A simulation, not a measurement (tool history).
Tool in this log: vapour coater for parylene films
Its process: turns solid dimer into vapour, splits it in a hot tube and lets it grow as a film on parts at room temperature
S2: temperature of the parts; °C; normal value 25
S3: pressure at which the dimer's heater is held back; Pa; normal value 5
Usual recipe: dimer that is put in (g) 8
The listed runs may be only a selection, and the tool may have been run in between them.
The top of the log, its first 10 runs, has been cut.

{"run": 11, "hour": 257.9, "dimer that is put in (g)": 8, "S2": 25, "S3": 5, "thickness of the film (nm)": 2190}
{"run": 12, "hour": 278.5, "dimer that is put in (g)": 8, "S2": 25, "S3": 5, "thickness of the film (nm)": 2150}
{"run": 13, "hour": 297.3, "dimer that is put in (g)": 8, "S2": 25, "S3": 5, "thickness of the film (nm)": 2180}
{"run": 14, "hour": 316.8, "dimer that is put in (g)": 8, "S2": 25, "S3": 5, "thickness of the film (nm)": 2170}
{"run": 15, "hour": 342.1, "dimer that is put in (g)": 8, "S2": 20, "S3": 5, "thickness of the film (nm)": 2620}
{"run": 16, "hour": 359.6, "dimer that is put in (g)": 8, "S2": 20, "S3": 5, "thickness of the film (nm)": 2620}
{"run": 17, "hour": 389.7, "dimer that is put in (g)": 8, "S2": 20, "S3": 5, "thickness of the film (nm)": 2610}
{"run": 18, "hour": 407.0, "dimer that is put in (g)": 8, "S2": 20, "S3": 5, "thickness of the film (nm)": 2620}
{"run": 19, "hour": 423.0, "dimer that is put in (g)": 8, "S2": 24, "S3": 5, "thickness of the film (nm)": 2230}
{"run": 20, "hour": 440.4, "dimer that is put in (g)": 8, "S2": 24, "S3": 5, "thickness of the film (nm)": 2240}
{"run": 21, "hour": 459.8, "dimer that is put in (g)": 8, "S2": 24, "S3": 5, "thickness of the film (nm)": 2250}
{"run": 22, "hour": 480.8, "dimer that is put in (g)": 8, "S2": 24, "S3": 5, "thickness of the film (nm)": 2240}
{"run": 23, "hour": 499.4, "dimer that is put in (g)": 8, "S2": 24, "S3": 5, "thickness of the film (nm)": 2230}
{"run": 24, "hour": 519.2, "dimer that is put in (g)": 8, "S2": 20, "S3": 5, "thickness of the film (nm)": 2600}
{"run": 25, "hour": 549.1, "dimer that is put in (g)": 8, "S2": 20, "S3": 5, "thickness of the film (nm)": 2600}
{"run": 26, "hour": 577.5, "dimer that is put in (g)": 8, "S2": 20, "S3": 5, "thickness of the film (nm)": 2600}
{"run": 27, "hour": 592.6, "dimer that is put in (g)": 8, "S2": 27, "S3": 6.02, "thickness of the film (nm)": 1950}
{"run": 28, "hour": 615.4, "dimer that is put in (g)": 7, "S2": 24, "S3": 4.51, "thickness of the film (nm)": 1940}
{"run": 29, "hour": 634.4, "dimer that is put in (g)": 7, "S2": 27, "S3": 4.14, "thickness of the film (nm)": 1740}
{"run": 30, "hour": 653.4, "dimer that is put in (g)": 8, "S2": 20, "S3": 3.48, "thickness of the film (nm)": 2630}
{"run": 31, "hour": 678.9, "dimer that is put in (g)": 11, "S2": 21, "S3": 4.1, "thickness of the film (nm)": 3430}
{"run": 32, "hour": 702.5, "dimer that is put in (g)": 11, "S2": 21, "S3": 4.1, "thickness of the film (nm)": 3450}

Estimate the outcome of run 33 from the log above:
{"run": 33, "hour": 719.1, "dimer that is put in (g)": 11, "S2": 21, "S3": 4.1, "thickness of the film (nm)": "?"}

{"run 33": {"thickness of the film (nm)": 3420}}
On a tool with no hidden condition, and with the same random variation, this run would have come out at thickness of the film (nm) 3590.
